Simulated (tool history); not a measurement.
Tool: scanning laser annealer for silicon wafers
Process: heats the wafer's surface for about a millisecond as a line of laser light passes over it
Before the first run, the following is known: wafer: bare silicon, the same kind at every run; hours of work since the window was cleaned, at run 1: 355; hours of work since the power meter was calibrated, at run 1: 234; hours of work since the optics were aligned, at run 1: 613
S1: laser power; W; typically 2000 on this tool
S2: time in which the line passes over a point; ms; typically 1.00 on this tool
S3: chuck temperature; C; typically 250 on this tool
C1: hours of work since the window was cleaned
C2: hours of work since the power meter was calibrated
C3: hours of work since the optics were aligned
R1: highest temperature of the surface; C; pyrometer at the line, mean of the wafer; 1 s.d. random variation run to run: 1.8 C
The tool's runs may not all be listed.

run	day	S1	S2	S3	C1	C2	C3	R1
1	0.000	2000	1.00	250	355	234	613	997
2	2.200	1786	1.00	250	395	273	652	903
3	4.067	2000	1.00	250	428	306	686	1000
4	5.300	2000	1.00	250	450	328	708	999
5	7.567	2000	1.00	250	490	368	748	999
6	9.308	2000	1.00	250	521	399	779	997
7	10.796	2000	1.00	250	548	426	805	997
8	11.842	2000	1.00	250	566	445	824	998
9	13.712	2030	0.77	240	600	478	857	895
10	15.017	2030	0.77	240	623	501	881	895
# day 16.521: window over the wafer cleaned
11	17.421	2194	0.84	220	16	542	922	976
# day 18.079: optics aligned, line set to its width
12	18.667	2005	0.99	220	35	561	10	970
13	20.354	1714	1.20	215	65	591	40	906
14	22.112	2000	1.22	277	96	622	72	1114
15	24.292	2075	1.22	278	135	661	111	1152
16	26.717	2075	1.22	278	178	704	154	1154

What if the next run were any one of these 3? Each begins from the tool's condition after run 16:
A	28.138	1791	1.17	218	203	730	179	?
B	28.138	1781	1.00	233	203	730	179	?
C	28.138	2141	0.82	250	203	730	179	?

run	R1
A	937
B	884
C	973
What these runs would have given with no unlogged condition in the tool:
run	R1
A	937
B	885
C	974
